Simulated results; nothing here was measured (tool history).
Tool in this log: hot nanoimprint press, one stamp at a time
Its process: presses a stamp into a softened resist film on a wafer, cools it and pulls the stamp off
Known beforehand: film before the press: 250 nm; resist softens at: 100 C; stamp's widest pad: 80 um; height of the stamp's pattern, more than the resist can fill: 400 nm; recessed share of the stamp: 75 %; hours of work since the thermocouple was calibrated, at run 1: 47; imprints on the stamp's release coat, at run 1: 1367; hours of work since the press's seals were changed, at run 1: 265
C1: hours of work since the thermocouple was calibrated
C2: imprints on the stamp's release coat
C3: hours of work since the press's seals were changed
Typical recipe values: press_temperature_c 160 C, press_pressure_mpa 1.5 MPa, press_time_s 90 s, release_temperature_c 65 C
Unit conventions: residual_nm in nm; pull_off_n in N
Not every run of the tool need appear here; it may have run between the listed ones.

{"run": 1, "hour": 0.0, "press_temperature_c": 160, "press_pressure_mpa": 1.5, "press_time_s": 90, "release_temperature_c": 65, "C1": 47, "C2": 1367, "C3": 265, "residual_nm": 125.5, "pull_off_n": 133}
{"run": 2, "hour": 4.5, "press_temperature_c": 160, "press_pressure_mpa": 1.5, "press_time_s": 90, "release_temperature_c": 65, "C1": 50, "C2": 1391, "C3": 269, "residual_nm": 122.9, "pull_off_n": 136}
{"run": 3, "hour": 13.5, "press_temperature_c": 160, "press_pressure_mpa": 1.5, "press_time_s": 90, "release_temperature_c": 65, "C1": 57, "C2": 1439, "C3": 275, "residual_nm": 126.5, "pull_off_n": 137}
{"run": 4, "hour": 22.3, "press_temperature_c": 160, "press_pressure_mpa": 1.5, "press_time_s": 90, "release_temperature_c": 65, "C1": 64, "C2": 1486, "C3": 282, "residual_nm": 125.3, "pull_off_n": 136}
{"run": 5, "hour": 27.6, "press_temperature_c": 160, "press_pressure_mpa": 1.5, "press_time_s": 90, "release_temperature_c": 65, "C1": 68, "C2": 1514, "C3": 286, "residual_nm": 124.5, "pull_off_n": 143}
{"run": 6, "hour": 33.9, "press_temperature_c": 160, "press_pressure_mpa": 1.5, "press_time_s": 90, "release_temperature_c": 65, "C1": 73, "C2": 1547, "C3": 291, "residual_nm": 125.6, "pull_off_n": 144}
{"run": 7, "hour": 38.5, "press_temperature_c": 160, "press_pressure_mpa": 1.5, "press_time_s": 90, "release_temperature_c": 65, "C1": 77, "C2": 1572, "C3": 295, "residual_nm": 124.9, "pull_off_n": 133}
{"run": 8, "hour": 46.9, "press_temperature_c": 160, "press_pressure_mpa": 1.5, "press_time_s": 90, "release_temperature_c": 65, "C1": 83, "C2": 1616, "C3": 302, "residual_nm": 125.1, "pull_off_n": 141}
{"run": 9, "hour": 54.3, "press_temperature_c": 160, "press_pressure_mpa": 1.5, "press_time_s": 90, "release_temperature_c": 65, "C1": 89, "C2": 1655, "C3": 307, "residual_nm": 126, "pull_off_n": 136}
{"run": 10, "hour": 58.5, "press_temperature_c": 160, "press_pressure_mpa": 1.5, "press_time_s": 90, "release_temperature_c": 63, "C1": 92, "C2": 1678, "C3": 311, "residual_nm": 123.1, "pull_off_n": 139}
{"run": 11, "hour": 66.8, "press_temperature_c": 160, "press_pressure_mpa": 1.34, "press_time_s": 90, "release_temperature_c": 65, "C1": 99, "C2": 1722, "C3": 317, "residual_nm": 129.4, "pull_off_n": 132}
{"run": 12, "hour": 72.9, "press_temperature_c": 160, "press_pressure_mpa": 1.34, "press_time_s": 90, "release_temperature_c": 65, "C1": 103, "C2": 1754, "C3": 322, "residual_nm": 131.8, "pull_off_n": 135}
{"run": 13, "hour": 79.3, "press_temperature_c": 160, "press_pressure_mpa": 1.34, "press_time_s": 90, "release_temperature_c": 65, "C1": 108, "C2": 1788, "C3": 327, "residual_nm": 130.4, "pull_off_n": 139}
{"run": 14, "hour": 86.4, "press_temperature_c": 160, "press_pressure_mpa": 1.85, "press_time_s": 90, "release_temperature_c": 65, "C1": 114, "C2": 1826, "C3": 332, "residual_nm": 112.6, "pull_off_n": 136}
{"run": 15, "hour": 93.0, "press_temperature_c": 160, "press_pressure_mpa": 1.5, "press_time_s": 90, "release_temperature_c": 65, "C1": 119, "C2": 1861, "C3": 337, "residual_nm": 124.8, "pull_off_n": 138}
{"run": 16, "hour": 100.2, "press_temperature_c": 160, "press_pressure_mpa": 1.5, "press_time_s": 90, "release_temperature_c": 65, "C1": 125, "C2": 1899, "C3": 343, "residual_nm": 124.9, "pull_off_n": 142}
{"run": 17, "hour": 104.0, "press_temperature_c": 160, "press_pressure_mpa": 1.5, "press_time_s": 90, "release_temperature_c": 65, "C1": 128, "C2": 1919, "C3": 346, "residual_nm": 124.4, "pull_off_n": 138}
{"run": 18, "hour": 113.0, "press_temperature_c": 160, "press_pressure_mpa": 2.18, "press_time_s": 90, "release_temperature_c": 65, "C1": 135, "C2": 1967, "C3": 353, "residual_nm": 107.3, "pull_off_n": 137}
{"run": 19, "hour": 117.4, "press_temperature_c": 169, "press_pressure_mpa": 1.19, "press_time_s": 90, "release_temperature_c": 65, "C1": 138, "C2": 1991, "C3": 356, "residual_nm": 82.2, "pull_off_n": 137}
{"run": 20, "hour": 122.2, "press_temperature_c": 169, "press_pressure_mpa": 1.19, "press_time_s": 90, "release_temperature_c": 65, "C1": 142, "C2": 2016, "C3": 360, "residual_nm": 83.4, "pull_off_n": 133}
{"hour": 129.1, "done": "stamp cleaned and given a new release coat"}
{"run": 21, "hour": 135.9, "press_temperature_c": 155, "press_pressure_mpa": 1.5, "press_time_s": 90, "release_temperature_c": 50, "C1": 148, "C2": 37, "C3": 366, "residual_nm": 159.1, "pull_off_n": 168}
{"run": 22, "hour": 141.9, "press_temperature_c": 163, "press_pressure_mpa": 1.5, "press_time_s": 58, "release_temperature_c": 67, "C1": 152, "C2": 69, "C3": 371, "residual_nm": 124.1, "pull_off_n": 135}
{"run": 23, "hour": 151.0, "press_temperature_c": 160, "press_pressure_mpa": 1.39, "press_time_s": 90, "release_temperature_c": 65, "C1": 160, "C2": 117, "C3": 378, "residual_nm": 128.6, "pull_off_n": 134}
{"run": 24, "hour": 159.7, "press_temperature_c": 160, "press_pressure_mpa": 1.39, "press_time_s": 90, "release_temperature_c": 65, "C1": 166, "C2": 163, "C3": 385, "residual_nm": 128.9, "pull_off_n": 129}
{"run": 25, "hour": 168.1, "press_temperature_c": 160, "press_pressure_mpa": 1.5, "press_time_s": 89, "release_temperature_c": 57, "C1": 173, "C2": 207, "C3": 391, "residual_nm": 124.2, "pull_off_n": 157}
{"run": 26, "hour": 174.7, "press_temperature_c": 152, "press_pressure_mpa": 1.5, "press_time_s": 173, "release_temperature_c": 60, "C1": 178, "C2": 242, "C3": 396, "residual_nm": 152.7, "pull_off_n": 147}
{"run": 27, "hour": 182.5, "press_temperature_c": 152, "press_pressure_mpa": 1.5, "press_time_s": 173, "release_temperature_c": 60, "C1": 184, "C2": 284, "C3": 403, "residual_nm": 152, "pull_off_n": 144}
{"run": 28, "hour": 187.3, "press_temperature_c": 151, "press_pressure_mpa": 1.7, "press_time_s": 65, "release_temperature_c": 65, "C1": 188, "C2": 309, "C3": 406, "residual_nm": 195.3, "pull_off_n": 131}
{"run": 29, "hour": 196.4, "press_temperature_c": 151, "press_pressure_mpa": 1.21, "press_time_s": 65, "release_temperature_c": 51, "C1": 195, "C2": 358, "C3": 413, "residual_nm": 209.2, "pull_off_n": 170}
{"run": 30, "hour": 200.3, "press_temperature_c": 151, "press_pressure_mpa": 1.21, "press_time_s": 65, "release_temperature_c": 51, "C1": 198, "C2": 378, "C3": 416, "residual_nm": 210.5, "pull_off_n": 164}
{"run": 31, "hour": 207.3, "press_temperature_c": 155, "press_pressure_mpa": 1.49, "press_time_s": 104, "release_temperature_c": 61, "C1": 203, "C2": 416, "C3": 422, "residual_nm": 154.6, "pull_off_n": 141}

Alternative continuations, all from the tool just after run 31; predict every row:
{"run": "A", "hour": 212.9, "press_temperature_c": 157, "press_pressure_mpa": 1.49, "press_time_s": 156, "release_temperature_c": 55, "C1": 208, "C2": 445, "C3": 426, "residual_nm": "?", "pull_off_n": "?"}
{"run": "B", "hour": 212.9, "press_temperature_c": 155, "press_pressure_mpa": 1.49, "press_time_s": 52, "release_temperature_c": 61, "C1": 208, "C2": 445, "C3": 426, "residual_nm": "?", "pull_off_n": "?"}
{"run": "C", "hour": 212.9, "press_temperature_c": 155, "press_pressure_mpa": 1.49, "press_time_s": 104, "release_temperature_c": 72, "C1": 208, "C2": 445, "C3": 426, "residual_nm": "?", "pull_off_n": "?"}

run=A residual_nm=121.3 pull_off_n=163
run=B residual_nm=184.7 pull_off_n=142
run=C residual_nm=155.5 pull_off_n=124
The same runs, with their run-to-run variation unchanged, on a tool lacking any hidden condition would have given:
run=A residual_nm=121.5 pull_off_n=163
run=B residual_nm=184.8 pull_off_n=142
run=C residual_nm=155.6 pull_off_n=124
